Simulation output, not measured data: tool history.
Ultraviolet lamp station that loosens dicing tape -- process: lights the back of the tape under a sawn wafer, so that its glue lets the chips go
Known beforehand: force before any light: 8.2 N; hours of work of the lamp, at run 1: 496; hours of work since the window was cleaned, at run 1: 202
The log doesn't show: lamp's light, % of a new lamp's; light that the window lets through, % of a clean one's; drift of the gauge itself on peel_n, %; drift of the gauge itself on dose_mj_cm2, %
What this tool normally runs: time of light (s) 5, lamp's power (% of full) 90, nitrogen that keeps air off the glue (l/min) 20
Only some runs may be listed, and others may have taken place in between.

run,hour,time of light (s),lamp's power (% of full),nitrogen that keeps air off the glue (l/min),hours of work of the lamp,hours of work since the window was cleaned,force that peels the tape off (N),light that reached the tape (J/m2)
1,0.0,5,90,20,496,202,0.437,3360
2,76.3,5,90,20,530,236,0.432,3290
3,144.8,5,90,20,561,267,0.474,3260
4,180.8,5,85,20,577,283,0.525,2950
5,239.0,5,85,20,604,310,0.551,2970
6,281.2,5,85,20,623,329,0.611,2940
7,320.3,5,90,11,640,346,0.870,3000
8,366.7,5,78,7,661,367,1.677,2640
9,429.5,5,65,27,690,396,0.910,2080
10,470.0,5,65,27,708,414,0.944,2070
11,531.1,5,89,20,736,441,0.654,2770

What if the next run were any one of these 5? Each begins from the tool's condition after run 11:
A,585.7,5,85,7,760,466,?,?
B,585.7,3,89,20,760,466,?,?
C,585.7,3,64,20,760,466,?,?
D,585.7,2,77,7,760,466,?,?
E,585.7,9,90,14,760,466,?,?

run,force that peels the tape off (N),light that reached the tape (J/m2)
A,1.601,2600
B,1.619,1670
C,2.649,1200
D,4.425,940
E,0.253,4960
Had the tool no hidden state, the same runs would have come out as:
run,force that peels the tape off (N),light that reached the tape (J/m2)
A,0.734,4000
B,0.752,2550
C,1.477,1830
D,3.222,1450
E,0.162,7630
